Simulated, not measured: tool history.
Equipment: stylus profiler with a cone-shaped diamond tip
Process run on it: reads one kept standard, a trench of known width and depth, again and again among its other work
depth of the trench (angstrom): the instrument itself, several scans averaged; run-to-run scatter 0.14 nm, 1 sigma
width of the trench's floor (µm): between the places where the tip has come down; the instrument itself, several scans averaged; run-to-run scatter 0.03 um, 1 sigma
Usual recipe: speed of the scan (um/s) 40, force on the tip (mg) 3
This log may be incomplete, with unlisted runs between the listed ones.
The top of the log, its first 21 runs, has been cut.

run	hour	speed of the scan (um/s)	force on the tip (mg)	depth of the trench (angstrom)	width of the trench's floor (µm)
22	449.5	15	3	5079.7	96.1
23	477.2	15	3	5080.4	96.1
24	491.9	76	2.85	5073.8	95.76
25	510.4	23	3	5079.1	96.08
26	523.3	23	2.45	5067.4	96.06
27	537.4	23	2.45	5065.3	96.05
28	550.8	23	2.45	5065.8	95.99
29	565.8	56	1.42	5043.6	95.67
30	592.2	34	3	5076.8	95.99
31	610.1	89	2.49	5064.1	95.61
32	633.9	37	5.34	5126.8	96.03
33	649.1	92	5.34	5124.7	95.73
34	674	92	5.34	5125	95.75
35	694.4	59	3	5078.1	95.8
36	719	59	3	5076.8	95.76
37	741.2	30	3.51	5086.2	95.95
38	760.4	30	3.51	5088.9	95.88
39	786.7	30	2.69	5066.5	95.9
40	810.8	89	2.2	5059.4	95.47
41	825.8	21	1.51	5040.8	95.88
42	842.8	26	4.8	5108.2	95.96
43	870.4	16	4.8	5114.4	95.99
44	894.3	16	2.44	5060.8	95.92
# hour 907.6: new tip fitted, height scale calibrated
45	913.4	11	7.37	5175.5	96.99
46	928.5	11	7.37	5176.6	96.94

Consider 4 possible next runs. They are alternatives, not a sequence: every one starts from the tool as it was left by run 46. What does each give?
A	954.5	27	4.91	?	?
B	954.5	19	7.37	?	?
C	954.5	19	7.37	?	?
D	954.5	79	3.88	?	?

run	depth of the trench (angstrom)	width of the trench's floor (µm)
A	5135.1	96.86
B	5173.9	96.89
C	5176.6	96.86
D	5113	96.55
With no hidden state in the tool, these same runs would have given:
run	depth of the trench (angstrom)	width of the trench's floor (µm)
A	5138.4	96.9
B	5177.2	96.93
C	5180	96.9
D	5116.3	96.59
